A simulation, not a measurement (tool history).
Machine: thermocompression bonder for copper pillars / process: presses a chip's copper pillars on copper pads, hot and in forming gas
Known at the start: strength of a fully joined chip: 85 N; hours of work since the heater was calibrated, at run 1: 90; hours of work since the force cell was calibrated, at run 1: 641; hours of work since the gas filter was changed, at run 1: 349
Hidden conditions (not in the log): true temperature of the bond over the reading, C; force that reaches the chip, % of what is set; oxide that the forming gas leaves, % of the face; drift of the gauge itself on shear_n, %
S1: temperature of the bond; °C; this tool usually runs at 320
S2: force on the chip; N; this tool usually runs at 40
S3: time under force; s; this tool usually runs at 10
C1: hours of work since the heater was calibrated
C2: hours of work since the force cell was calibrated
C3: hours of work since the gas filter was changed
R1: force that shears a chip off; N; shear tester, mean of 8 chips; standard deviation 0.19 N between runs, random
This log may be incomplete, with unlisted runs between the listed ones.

run,hour,S1,S2,S3,C1,C2,C3,R1
1,0,320,40,10,90,641,349,30.7
2,51.4,320,30,10,113,664,372,26.7
# hour 99.5: forming gas filter changed
3,107.3,320,30,10,139,689,4,28.4
4,160,320,30,10,162,713,27,28.4
5,190.8,320,30,10,176,727,41,28.4
6,222.5,320,40,10,191,742,56,33.2
7,246.4,320,40,10,202,753,67,33.3
8,295.4,309,40,10,224,775,89,29.6
9,339,309,40,10,244,795,109,29.3
10,380.2,309,40,10,262,813,127,29.6
11,435.5,309,40,10,287,838,152,29.6
12,479.6,320,40,10,307,858,172,33.5
13,514.4,309,38,13,323,874,188,32.3
14,545,349,31,21,337,888,202,49.9
15,594.9,349,31,21,360,911,225,49.6
16,626.7,319,47,7,374,925,239,31.1
17,663.7,344,46,22,391,942,256,55.9
18,698.1,291,46,22,407,957,272,35.2

The next listed run, before its measurement:
19,725.3,330,26,23,419,970,284,?

For run 19 the tool returned R1 40.4 N.
If the tool had no hidden condition, the same run with the same run-to-run variation would have returned R1 39.7 N.
